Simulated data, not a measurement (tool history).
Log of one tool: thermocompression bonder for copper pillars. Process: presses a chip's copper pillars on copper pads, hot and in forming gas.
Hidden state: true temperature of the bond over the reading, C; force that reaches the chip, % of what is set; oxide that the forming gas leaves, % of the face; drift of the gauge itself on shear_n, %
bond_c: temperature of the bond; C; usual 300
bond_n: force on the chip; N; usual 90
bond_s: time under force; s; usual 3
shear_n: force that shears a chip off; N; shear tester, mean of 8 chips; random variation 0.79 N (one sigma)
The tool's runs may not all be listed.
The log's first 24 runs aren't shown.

run	hour	bond_c	bond_n	bond_s	hours of work since the heater was calibrated	hours of work since the force cell was calibrated	hours of work since the gas filter was changed	shear_n
# hour 1610.6: force cell calibrated, once more
25	1616.2	313	86	4	745	2	46	67.1
26	1709.4	301	111	4	784	42	85	67.9
# hour 1762.9: forming gas filter changed
27	1789.5	301	111	4	818	76	11	75.1
28	1874.1	301	119	4	854	112	47	73.8
29	1927.1	301	119	4	877	135	70	73.1
# hour 2016.1: forming gas filter changed
30	2016.1	302	103	4	915	172	0	74.3
31	2078.4	323	111	7	941	199	27	81.9
32	2135.3	329	102	7	965	223	51	78.5
# hour 2196.5: heater calibrated with a thermocouple chip
33	2231.6	302	80	2	15	263	91	46.4
# hour 2269.4: forming gas filter changed
34	2303.1	312	90	3	45	293	14	65.3
35	2360.5	322	76	3	70	318	39	60.1
36	2455.2	322	76	3	110	358	79	57.3
# hour 2522.3: forming gas filter changed
37	2531.3	316	90	4	142	390	4	71.7
38	2603.4	326	90	5	173	421	35	74.9
39	2650.1	314	90	4	193	441	54	67.2

3 ways to go on from here, each from the tool as it stands after run 39. What would each give?
A	2723.8	312	129	2	224	472	86	?
B	2723.8	289	85	3	224	472	86	?
C	2723.8	314	90	9	224	472	86	?

run	shear_n
A	67.4
B	48.5
C	73.2
Without the tool's hidden state the same runs would have given:
run	shear_n
A	73.6
B	53.1
C	79.8

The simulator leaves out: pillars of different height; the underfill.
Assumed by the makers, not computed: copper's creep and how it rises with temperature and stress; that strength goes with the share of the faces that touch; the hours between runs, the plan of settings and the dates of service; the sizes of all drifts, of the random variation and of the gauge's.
